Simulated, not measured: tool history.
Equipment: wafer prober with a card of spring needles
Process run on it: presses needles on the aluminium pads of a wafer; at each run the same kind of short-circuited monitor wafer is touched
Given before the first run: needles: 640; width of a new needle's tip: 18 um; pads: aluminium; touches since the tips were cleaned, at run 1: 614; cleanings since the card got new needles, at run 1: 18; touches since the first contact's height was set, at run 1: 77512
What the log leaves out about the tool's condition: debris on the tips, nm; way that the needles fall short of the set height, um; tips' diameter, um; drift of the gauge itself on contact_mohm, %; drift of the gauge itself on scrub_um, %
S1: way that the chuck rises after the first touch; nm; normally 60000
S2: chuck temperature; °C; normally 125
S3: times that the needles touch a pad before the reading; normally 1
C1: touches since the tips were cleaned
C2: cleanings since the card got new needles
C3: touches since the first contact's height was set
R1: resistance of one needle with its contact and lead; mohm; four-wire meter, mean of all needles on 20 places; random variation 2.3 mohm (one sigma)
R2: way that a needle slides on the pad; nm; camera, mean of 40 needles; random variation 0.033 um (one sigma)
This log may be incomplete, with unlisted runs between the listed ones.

run,day,S1,S2,S3,C1,C2,C3,R1,R2
1,0,60000,125,1,614,18,77512,264,10080
2,0.329,60000,125,1,3681,18,80579,259,10100
3,0.817,60000,125,1,8205,18,85103,259,10150
# day 0.904: tips cleaned on abrasive film
4,1.229,60000,125,1,3035,19,88887,262,10050
5,1.6,60000,125,1,6468,19,92320,265,10090
# day 1.833: tips cleaned on abrasive film
6,1.854,60000,125,1,215,20,94664,261,10000
7,2.279,60000,125,1,4139,20,98588,261,10040
# day 2.725: height of the first contact set anew
# day 2.783: tips cleaned on abrasive film
8,2.783,60000,125,1,0,21,495,262,10020
9,3.179,60000,125,1,3658,21,4153,260,9990
10,3.612,60000,125,1,7676,21,8171,261,9960
# day 3.725: tips cleaned on abrasive film
11,4.125,60000,125,2,3701,22,12898,262,9950
12,4.379,60000,125,2,6063,22,15260,264,9900
# day 4.675: tips cleaned on abrasive film
13,4.904,60000,125,1,2124,23,20099,264,9930
14,5.196,60000,125,1,4845,23,22820,264,9910
15,5.446,60000,125,1,7157,23,25132,263,9890
# day 5.488: gauge calibrated
# day 5.617: tips cleaned on abrasive film
16,5.692,60000,125,1,709,24,27393,265,10150
17,5.946,51000,125,1,3046,24,29730,268,8620
18,6.246,51000,125,1,5830,24,32514,267,8580
19,6.471,76000,58,2,7925,24,34609,237,12770
# day 6.546: tips cleaned on abrasive film
20,6.942,47000,80,1,3675,25,38965,261,7850
21,7.408,47000,80,1,8013,25,43303,259,7850
# day 7.488: tips cleaned on abrasive film
22,7.862,47000,80,1,3463,26,47451,257,7870
23,8.346,55000,91,1,7947,26,51935,258,9170
# day 8.421: tips cleaned on abrasive film
24,8.758,58000,109,2,3129,27,55741,258,9600
25,9.017,76000,80,1,5519,27,58131,241,12630
26,9.258,76000,80,1,7777,27,60389,242,12600
# day 9.379: tips cleaned on abrasive film
27,9.654,76000,80,1,2535,28,64018,246,12580
28,9.971,61000,61,1,5491,28,66974,244,10090
# day 10.304: tips cleaned on abrasive film
29,10.479,54000,59,2,1603,29,71642,247,8920
30,10.742,47000,35,3,4039,29,74078,244,7760
31,11.146,47000,35,3,7785,29,77824,242,7730
# day 11.238: tips cleaned on abrasive film
32,11.608,55000,34,2,3440,30,82080,238,9010
33,11.967,55000,90,2,6789,30,85429,255,8960
# day 12.2: tips cleaned on abrasive film
34,12.354,55000,90,2,1416,31,88965,254,8940
35,12.712,63000,95,2,4765,31,92314,249,10290

Take each entry between the runs: how does the hidden state at the last listed run before it differ from the hidden state at the first listed run after it?
Runs 3 to 4: tips cleaned on abrasive film (day 0.904)
  debris on the tips, nm: 0.9 -> 0.6; drift of the gauge itself on scrub_um, %: -0.42 -> -0.63
  measured less the result without the state, R2: -40 -> -60 nm
Runs 5 to 6: tips cleaned on abrasive film (day 1.833)
  debris on the tips, nm: 0.9 -> 0.1; way that the needles fall short of the set height, um: 0 -> 0.01; drift of the gauge itself on scrub_um, %: -0.82 -> -0.95
  measured less the result without the state, R2: -80 -> -90 nm
Runs 7 to 8: height of the first contact set anew (day 2.725); tips cleaned on abrasive film (day 2.783)
  debris on the tips, nm: 0.7 -> 0; way that the needles fall short of the set height, um: 0.01 -> 0; drift of the gauge itself on scrub_um, %: -1.17 -> -1.42
  measured less the result without the state, R2: -120 -> -150 nm
Runs 10 to 11: tips cleaned on abrasive film (day 3.725)
  debris on the tips, nm: 0.9 -> 0.7; drift of the gauge itself on scrub_um, %: -1.84 -> -2.1
  measured less the result without the state, R2: -180 -> -210 nm
Runs 12 to 13: tips cleaned on abrasive film (day 4.675)
  debris on the tips, nm: 0.8 -> 0.5; drift of the gauge itself on scrub_um, %: -2.23 -> -2.5
  measured less the result without the state, R2: -230 -> -250 nm
Runs 15 to 16: gauge calibrated (day 5.488); tips cleaned on abrasive film (day 5.617)
  debris on the tips, nm: 0.9 -> 0.2; drift of the gauge itself on scrub_um, %: -2.78 -> -0.1
  measured less the result without the state, R2: -290 -> -10 nm
Runs 19 to 20: tips cleaned on abrasive film (day 6.546)
  debris on the tips, nm: 0.9 -> 0.7; drift of the gauge itself on scrub_um, %: -0.5 -> -0.74
  measured less the result without the state, R2: -70 -> -60 nm
Runs 21 to 22: tips cleaned on abrasive film (day 7.488)
  debris on the tips, nm: 0.9 -> 0.6; drift of the gauge itself on scrub_um, %: -0.98 -> -1.21
  measured less the result without the state, R2: -80 -> -100 nm
Runs 23 to 24: tips cleaned on abrasive film (day 8.421)
  debris on the tips, nm: 0.9 -> 0.6; tips' diameter, um: 18 -> 18.01; drift of the gauge itself on scrub_um, %: -1.46 -> -1.67
  measured less the result without the state, R2: -140 -> -170 nm
Runs 26 to 27: tips cleaned on abrasive film (day 9.379)
  debris on the tips, nm: 0.9 -> 0.5; drift of the gauge itself on scrub_um, %: -1.93 -> -2.13
  measured less the result without the state, R2: -250 -> -280 nm
Runs 28 to 29: tips cleaned on abrasive film (day 10.304)
  debris on the tips, nm: 0.8 -> 0.4; drift of the gauge itself on scrub_um, %: -2.29 -> -2.55
  measured less the result without the state, R2: -240 -> -240 nm
Runs 31 to 32: tips cleaned on abrasive film (day 11.238)
  debris on the tips, nm: 0.9 -> 0.6; way that the needles fall short of the set height, um: 0 -> 0.01; drift of the gauge itself on scrub_um, %: -2.89 -> -3.13
  measured less the result without the state, R2: -230 -> -290 nm
Runs 33 to 34: tips cleaned on abrasive film (day 12.2)
  debris on the tips, nm: 0.9 -> 0.3; drift of the gauge itself on scrub_um, %: -3.31 -> -3.51
  measured less the result without the state, R2: -310 -> -330 nm
